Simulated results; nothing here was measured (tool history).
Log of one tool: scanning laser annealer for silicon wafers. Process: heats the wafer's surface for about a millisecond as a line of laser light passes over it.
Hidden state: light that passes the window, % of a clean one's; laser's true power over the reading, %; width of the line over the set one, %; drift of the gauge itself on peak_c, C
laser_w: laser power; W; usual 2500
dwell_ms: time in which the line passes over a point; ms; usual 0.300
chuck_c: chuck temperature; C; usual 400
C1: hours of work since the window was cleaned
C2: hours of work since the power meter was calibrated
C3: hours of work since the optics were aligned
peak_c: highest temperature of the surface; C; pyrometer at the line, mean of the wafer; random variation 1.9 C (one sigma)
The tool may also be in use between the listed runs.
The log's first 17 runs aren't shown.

run 18 day=12.479 | laser_w=2500 dwell_ms=0.300 chuck_c=396 | C1=301 C2=723 C3=710 | peak_c=1164
run 19 day=13.208 | laser_w=2500 dwell_ms=0.300 chuck_c=381 | C1=310 C2=732 C3=719 | peak_c=1145
run 20 day=14.125 | laser_w=2500 dwell_ms=0.300 chuck_c=381 | C1=321 C2=743 C3=730 | peak_c=1145
run 21 day=15.250 | laser_w=2500 dwell_ms=0.300 chuck_c=381 | C1=334 C2=757 C3=744 | peak_c=1146
run 22 day=16.033 | laser_w=2500 dwell_ms=0.376 chuck_c=381 | C1=344 C2=766 C3=754 | peak_c=1233
run 23 day=16.942 | laser_w=2500 dwell_ms=0.376 chuck_c=381 | C1=355 C2=777 C3=765 | peak_c=1235
run 24 day=18.054 | laser_w=2481 dwell_ms=0.300 chuck_c=370 | C1=368 C2=791 C3=778 | peak_c=1127
run 25 day=18.558 | laser_w=2481 dwell_ms=0.300 chuck_c=370 | C1=374 C2=797 C3=784 | peak_c=1128
run 26 day=19.583 | laser_w=2500 dwell_ms=0.218 chuck_c=433 | C1=387 C2=809 C3=797 | peak_c=1086
run 27 day=20.083 | laser_w=2258 dwell_ms=0.334 chuck_c=376 | C1=393 C2=815 C3=803 | peak_c=1105
-- day=20.525 optics aligned, line set to its width
run 28 day=21.346 | laser_w=2500 dwell_ms=0.369 chuck_c=400 | C1=406 C2=828 C3=10 | peak_c=1251
run 29 day=21.833 | laser_w=2500 dwell_ms=0.369 chuck_c=400 | C1=412 C2=834 C3=16 | peak_c=1251
run 30 day=22.717 | laser_w=2725 dwell_ms=0.300 chuck_c=400 | C1=422 C2=845 C3=27 | peak_c=1235
run 31 day=23.783 | laser_w=2500 dwell_ms=0.308 chuck_c=411 | C1=435 C2=858 C3=39 | peak_c=1187
run 32 day=24.508 | laser_w=2500 dwell_ms=0.308 chuck_c=411 | C1=444 C2=866 C3=48 | peak_c=1184
run 33 day=25.258 | laser_w=2500 dwell_ms=0.308 chuck_c=411 | C1=453 C2=875 C3=57 | peak_c=1190
run 34 day=26.358 | laser_w=2691 dwell_ms=0.289 chuck_c=360 | C1=466 C2=889 C3=71 | peak_c=1167
run 35 day=27.333 | laser_w=2397 dwell_ms=0.300 chuck_c=425 | C1=478 C2=901 C3=82 | peak_c=1161
run 36 day=28.167 | laser_w=2742 dwell_ms=0.333 chuck_c=400 | C1=488 C2=911 C3=93 | peak_c=1281
run 37 day=29.275 | laser_w=2742 dwell_ms=0.333 chuck_c=400 | C1=502 C2=924 C3=106 | peak_c=1284
run 38 day=30.188 | laser_w=2500 dwell_ms=0.263 chuck_c=385 | C1=513 C2=935 C3=117 | peak_c=1104
run 39 day=31.108 | laser_w=2717 dwell_ms=0.271 chuck_c=420 | C1=524 C2=946 C3=128 | peak_c=1210
run 40 day=31.750 | laser_w=2741 dwell_ms=0.271 chuck_c=366 | C1=532 C2=954 C3=136 | peak_c=1163

Forecast each of these 4 alternatives for the next run:
run A day=32.683 | laser_w=2481 dwell_ms=0.271 chuck_c=396 | C1=543 C2=965 C3=147 | peak_c=?
run B day=32.683 | laser_w=2625 dwell_ms=0.250 chuck_c=389 | C1=543 C2=965 C3=147 | peak_c=?
run C day=32.683 | laser_w=2541 dwell_ms=0.287 chuck_c=430 | C1=543 C2=965 C3=147 | peak_c=?
run D day=32.683 | laser_w=2509 dwell_ms=0.300 chuck_c=400 | C1=543 C2=965 C3=147 | peak_c=?

run=A peak_c=1124
run=B peak_c=1125
run=C peak_c=1194
run=D peak_c=1167
Without the tool's hidden state the same runs would have given:
run=A peak_c=1138
run=B peak_c=1140
run=C peak_c=1210
run=D peak_c=1183
